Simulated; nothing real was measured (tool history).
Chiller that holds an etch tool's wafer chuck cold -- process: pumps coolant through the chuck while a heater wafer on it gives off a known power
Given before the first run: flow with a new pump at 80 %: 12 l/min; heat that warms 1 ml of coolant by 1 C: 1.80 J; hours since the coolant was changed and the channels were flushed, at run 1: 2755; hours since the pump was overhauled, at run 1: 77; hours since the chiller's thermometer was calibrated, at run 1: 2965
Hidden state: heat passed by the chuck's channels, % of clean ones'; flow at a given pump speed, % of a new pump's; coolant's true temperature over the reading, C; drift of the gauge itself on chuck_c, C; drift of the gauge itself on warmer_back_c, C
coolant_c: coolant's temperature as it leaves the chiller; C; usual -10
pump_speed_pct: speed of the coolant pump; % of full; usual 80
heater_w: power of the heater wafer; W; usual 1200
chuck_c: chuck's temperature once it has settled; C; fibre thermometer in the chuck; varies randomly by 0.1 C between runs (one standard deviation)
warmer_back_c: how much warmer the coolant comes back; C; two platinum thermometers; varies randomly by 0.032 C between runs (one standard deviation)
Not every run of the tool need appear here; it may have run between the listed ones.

| run | hour | coolant_c | pump_speed_pct | heater_w | hours since the coolant was changed and the channels were flushed | hours since the pump was overhauled | hours since the chiller's thermometer was calibrated | chuck_c | warmer_back_c |
|---|---|---|---|---|---|---|---|---|---|
| 1 | 0 | -10 | 80 | 1200 | 2755 | 77 | 2965 | 3.4 | 3.38 |
| 2 | 122.8 | -10 | 80 | 1200 | 2877 | 200 | 3088 | 3.8 | 3.37 |
| 3 | 223.7 | -10 | 80 | 1200 | 2978 | 301 | 3189 | 3.6 | 3.33 |
| 4 | 353.8 | -10 | 80 | 1200 | 3108 | 431 | 3319 | 3.6 | 3.4 |
| 5 | 443.5 | -10 | 80 | 1363 | 3198 | 520 | 3409 | 5.3 | 3.88 |
| 6 | 583 | -10 | 80 | 1550 | 3338 | 660 | 3548 | 7.4 | 4.42 |
| 7 | 720.6 | -10 | 80 | 1550 | 3475 | 797 | 3686 | 7.5 | 4.4 |
| 8 | 881.8 | -10 | 80 | 1200 | 3636 | 959 | 3847 | 3.5 | 3.59 |
| 9 | 1041.7 | -10 | 61 | 1200 | 3796 | 1119 | 4007 | 5.6 | 4.61 |
| 10 | 1152.2 | -10 | 61 | 1200 | 3907 | 1229 | 4118 | 5.5 | 4.61 |
| 11 | 1251.5 | -10 | 61 | 1200 | 4006 | 1328 | 4217 | 5.5 | 4.61 |
| 12 | 1360.2 | -10 | 80 | 1200 | 4115 | 1437 | 4326 | 3.5 | 3.59 |
| 13 | 1427.5 | -10 | 80 | 1200 | 4182 | 1504 | 4393 | 3.6 | 3.61 |
|  | 1478.4 | chiller's thermometer calibrated |
| 14 | 1504.8 | -10 | 80 | 1200 | 4258 | 1581 | 26 | 3.5 | 3.62 |
| 15 | 1592.8 | -10 | 80 | 1200 | 4346 | 1669 | 114 | 3.8 | 3.61 |
| 16 | 1733.9 | -19 | 80 | 1200 | 4488 | 1810 | 256 | -5.4 | 3.6 |
| 17 | 1857.5 | -8 | 77 | 1619 | 4611 | 1933 | 379 | 10.5 | 5.03 |
|  | 1886.5 | coolant changed, channels flushed |
| 18 | 1955.2 | -8 | 74 | 1522 | 69 | 2025 | 471 | 9.8 | 4.96 |
| 19 | 2050.9 | -1 | 74 | 1496 | 164 | 2121 | 567 | 16.3 | 4.87 |
| 20 | 2190.5 | -13 | 80 | 1200 | 304 | 2260 | 706 | 0.7 | 3.72 |
| 21 | 2318.3 | -15 | 99 | 1200 | 432 | 2388 | 834 | -2.9 | 3.11 |
| 22 | 2438.2 | -20 | 80 | 1033 | 552 | 2508 | 954 | -8.2 | 3.31 |
|  | 2486.8 | gauge calibrated |
| 23 | 2517.9 | -20 | 80 | 1033 | 631 | 2588 | 1034 | -8.4 | 2.82 |
| 24 | 2655.3 | -12 | 68 | 1351 | 769 | 2725 | 1171 | 4.8 | 4.48 |
| 25 | 2808.4 | -12 | 68 | 1351 | 922 | 2878 | 1324 | 4.5 | 4.52 |
| 26 | 2941.9 | -12 | 99 | 1298 | 1055 | 3012 | 1458 | 1 | 2.97 |
| 27 | 3059.9 | -12 | 99 | 1298 | 1173 | 3130 | 1576 | 1.1 | 3.03 |
| 28 | 3146 | -4 | 80 | 1073 | 1260 | 3216 | 1662 | 8.3 | 3.15 |
| 29 | 3231.7 | -1 | 90 | 1005 | 1345 | 3302 | 1747 | 9.7 | 2.62 |
| 30 | 3356 | -16 | 80 | 780 | 1469 | 3426 | 1872 | -7.2 | 2.3 |
| 31 | 3521.8 | -5 | 86 | 1147 | 1635 | 3592 | 2037 | 7.5 | 3.17 |

Alternative continuations, all from the tool just after run 31; predict every row:
| A | 3634.4 | -7 | 80 | 1200 | 1748 | 3704 | 2150 | ? | ? |
| B | 3634.4 | -6 | 86 | 1567 | 1748 | 3704 | 2150 | ? | ? |
| C | 3634.4 | -8 | 86 | 1438 | 1748 | 3704 | 2150 | ? | ? |
| D | 3634.4 | -5 | 86 | 1460 | 1748 | 3704 | 2150 | ? | ? |

| run | chuck_c | warmer_back_c |
|---|---|---|
| A | 6.4 | 3.55 |
| B | 11 | 4.23 |
| C | 7.5 | 3.94 |
| D | 10.8 | 3.92 |
With the hidden condition removed and each run's random variation left untouched, the same runs would have given:
| run | chuck_c | warmer_back_c |
|---|---|---|
| A | 6.4 | 3.34 |
| B | 11 | 4.01 |
| C | 7.5 | 3.72 |
| D | 10.8 | 3.7 |

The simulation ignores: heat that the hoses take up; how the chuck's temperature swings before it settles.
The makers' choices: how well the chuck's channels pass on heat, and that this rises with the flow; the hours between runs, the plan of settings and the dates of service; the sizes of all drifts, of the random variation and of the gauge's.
